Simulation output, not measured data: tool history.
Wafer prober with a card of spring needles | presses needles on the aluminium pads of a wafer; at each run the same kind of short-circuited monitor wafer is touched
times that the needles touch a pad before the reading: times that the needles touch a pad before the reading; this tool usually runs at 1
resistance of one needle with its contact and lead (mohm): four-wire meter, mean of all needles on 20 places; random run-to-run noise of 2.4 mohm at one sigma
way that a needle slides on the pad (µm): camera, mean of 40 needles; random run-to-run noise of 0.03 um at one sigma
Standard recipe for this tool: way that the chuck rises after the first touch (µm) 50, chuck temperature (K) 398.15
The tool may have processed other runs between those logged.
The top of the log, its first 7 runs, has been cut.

run	hour	way that the chuck rises after the first touch (µm)	chuck temperature (K)	times that the needles touch a pad before the reading	touches since the tips were cleaned	cleanings since the card got new needles	touches since the first contact's height was set	resistance of one needle with its contact and lead (mohm)	way that a needle slides on the pad (µm)
# hour 186.3: height of the first contact set anew
# hour 188.7: tips cleaned on abrasive film
# hour 203.5: tips cleaned on abrasive film
8	215.1	57	398.15	1	4571	72	11243	268	9.91
# hour 218.6: tips cleaned on abrasive film
# hour 233.9: tips cleaned on abrasive film
# hour 248.3: tips cleaned on abrasive film
9	248.3	57	398.15	1	0	75	24170	272	9.94
# hour 263.2: tips cleaned on abrasive film
10	265.6	50	323.15	1	964	76	30916	250	8.66
# hour 278.7: tips cleaned on abrasive film
# hour 293.5: tips cleaned on abrasive film
11	293.5	50	398.15	1	0	78	41774	273	8.68
# hour 308.8: tips cleaned on abrasive film
12	310.9	50	398.15	1	825	79	48594	274	8.69
# hour 323.1: tips cleaned on abrasive film
13	332.8	50	398.15	1	3819	80	57147	274	8.76
# hour 339.2: tips cleaned on abrasive film
14	349.6	50	398.15	1	4058	81	63686	278	8.67
# hour 354: tips cleaned on abrasive film
# hour 368.9: tips cleaned on abrasive film
15	369.9	50	398.15	1	388	83	71604	277	8.75
# hour 384.9: tips cleaned on abrasive film
16	389.9	60	329.15	1	1951	84	79400	253	10.48
# hour 400.1: tips cleaned on abrasive film
17	405.8	60	325.15	2	2233	85	85598	251	10.47
# hour 415.2: tips cleaned on abrasive film
18	426.3	60	317.15	1	4360	86	93615	252	10.48
# hour 429: tips cleaned on abrasive film
# hour 443: tips cleaned on abrasive film
# hour 456.7: tips cleaned on abrasive film
19	464.1	60	317.15	1	2921	89	108364	245	10.5
# hour 471.4: tips cleaned on abrasive film
# hour 486.5: tips cleaned on abrasive film
20	496.9	55	334.15	1	4089	91	121145	254	9.64
# hour 502.5: tips cleaned on abrasive film
21	512.6	70	398.15	2	3962	92	127273	267	12.26
# hour 517.7: tips cleaned on abrasive film
22	528.2	70	398.15	2	4126	93	133356	269	12.29
# hour 531.4: tips cleaned on abrasive film
# hour 545.2: tips cleaned on abrasive film
# hour 553.8: height of the first contact set anew
23	554.8	57	315.15	2	3678	95	412	252	9.98
# hour 560.2: tips cleaned on abrasive film
# hour 574.9: tips cleaned on abrasive film
24	586.1	38	377.15	3	4379	97	12606	277	6.68
# hour 588.8: tips cleaned on abrasive film
# hour 603: tips cleaned on abrasive film
25	603.3	50	345.15	2	130	99	19301	259	8.81
# hour 617.2: tips cleaned on abrasive film
26	618.9	50	345.15	2	655	100	25360	257	8.74
# hour 631.3: tips cleaned on abrasive film
27	635.6	41	398.15	1	1688	101	31891	279	7.18
# hour 648.2: tips cleaned on abrasive film
# hour 663.1: tips cleaned on abrasive film
28	670.3	53	398.15	1	2837	103	45434	277	9.29
# hour 679: tips cleaned on abrasive film
29	692	57	398.15	1	5126	104	53943	271	10.08
# hour 694.2: tips cleaned on abrasive film
# hour 707.8: tips cleaned on abrasive film
30	709.4	57	398.15	1	608	106	60677	271	10.05

What if the next run were any one of these 4? Each begins from the tool's condition after run 30:
# hour 722.7: tips cleaned on abrasive film
A	732.2	49	398.15	1	3722	107	69595	?	?
# hour 722.7: tips cleaned on abrasive film
B	732.2	57	398.15	2	3722	107	69595	?	?
# hour 722.7: tips cleaned on abrasive film
C	732.2	42	365.15	3	3722	107	69595	?	?
# hour 722.7: tips cleaned on abrasive film
D	732.2	51	398.15	1	3722	107	69595	?	?

run	resistance of one needle with its contact and lead (mohm)	way that a needle slides on the pad (µm)
A	277	8.66
B	271	10.03
C	275	7.41
D	277	8.98
The same runs, with their run-to-run variation unchanged, on a tool lacking any hidden condition would have given:
run	resistance of one needle with its contact and lead (mohm)	way that a needle slides on the pad (µm)
A	276	8.5
B	270	9.86
C	275	7.28
D	277	8.82
